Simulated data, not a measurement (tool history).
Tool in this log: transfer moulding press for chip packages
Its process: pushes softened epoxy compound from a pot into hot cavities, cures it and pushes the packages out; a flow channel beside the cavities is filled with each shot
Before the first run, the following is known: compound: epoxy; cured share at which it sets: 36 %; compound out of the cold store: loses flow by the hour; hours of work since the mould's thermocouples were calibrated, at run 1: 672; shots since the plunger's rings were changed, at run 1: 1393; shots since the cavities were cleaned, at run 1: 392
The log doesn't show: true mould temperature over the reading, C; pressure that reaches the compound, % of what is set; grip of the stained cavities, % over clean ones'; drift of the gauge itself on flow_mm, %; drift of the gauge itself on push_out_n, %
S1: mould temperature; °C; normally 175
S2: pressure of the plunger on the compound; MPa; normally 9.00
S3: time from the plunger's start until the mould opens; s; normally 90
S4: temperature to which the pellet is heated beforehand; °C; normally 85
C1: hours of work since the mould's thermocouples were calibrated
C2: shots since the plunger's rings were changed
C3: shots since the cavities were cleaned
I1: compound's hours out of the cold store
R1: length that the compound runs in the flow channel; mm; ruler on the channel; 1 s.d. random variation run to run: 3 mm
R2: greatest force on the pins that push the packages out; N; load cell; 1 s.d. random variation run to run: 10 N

run,hour,S1,S2,S3,S4,C1,C2,C3,I1,R1,R2
1,0.0,175,9.00,90,85,672,1393,392,17.3,931,767
2,18.3,175,9.00,90,85,686,1657,656,29.4,864,867
# hour 21.6: cavities cleaned with cleaning compound and waxed
3,39.8,175,9.00,90,85,702,1946,263,45.4,788,651
4,49.4,169,9.00,90,85,710,2085,402,22.1,912,1135
# hour 69.5: cavities cleaned with cleaning compound and waxed
5,73.8,175,9.00,90,85,728,2415,62,22.0,893,554
6,94.5,175,9.00,90,94,744,2715,362,32.8,823,728
# hour 114.0: plunger's sealing rings changed
7,115.4,175,9.00,99,85,758,20,627,43.5,816,743
# hour 120.5: cavities cleaned with cleaning compound and waxed
8,139.7,175,9.00,99,85,776,348,276,32.7,864,636
9,157.5,175,9.00,90,75,790,606,534,34.5,856,863
# hour 169.2: cavities cleaned with cleaning compound and waxed
10,173.7,175,9.00,109,85,802,817,64,39.4,830,454
11,195.7,175,9.00,113,85,819,1135,382,37.1,835,599
12,210.5,175,9.00,113,85,831,1349,596,18.2,924,700
# hour 218.1: cavities cleaned with cleaning compound and waxed
13,233.3,175,9.00,113,85,847,1657,220,13.4,951,553
14,256.5,175,9.00,113,85,865,1991,554,36.3,826,660
# hour 265.8: cavities cleaned with cleaning compound and waxed
15,269.1,175,9.00,113,85,874,2151,46,43.3,783,431
16,288.9,180,9.32,99,79,890,2438,333,22.0,892,602
# hour 292.8: mould's thermocouples calibrated
17,304.4,180,9.32,99,79,9,2633,528,39.9,799,646
# hour 315.7: cavities cleaned with cleaning compound and waxed
18,318.4,175,9.00,93,83,19,2814,40,30.8,839,533
# hour 330.7: plunger's sealing rings changed
19,335.7,175,9.00,93,83,31,72,253,14.5,970,683
20,349.6,176,9.00,93,83,41,272,453,32.2,870,743
# hour 367.4: cavities cleaned with cleaning compound and waxed
21,373.0,176,9.00,93,83,59,588,80,19.7,925,553
22,396.4,181,9.00,90,85,77,927,419,47.0,772,668
23,410.4,175,9.00,88,83,88,1128,620,33.5,849,924

What does the tool deliver on the next run?
# hour 416.4: cavities cleaned with cleaning compound and waxed
24,428.1,175,8.00,88,93,101,1361,168,10.4,?,?

R1: 912 mm
R2: 722 N
Without the tool's hidden state the same run would have given R1 937 mm, R2 525 N.
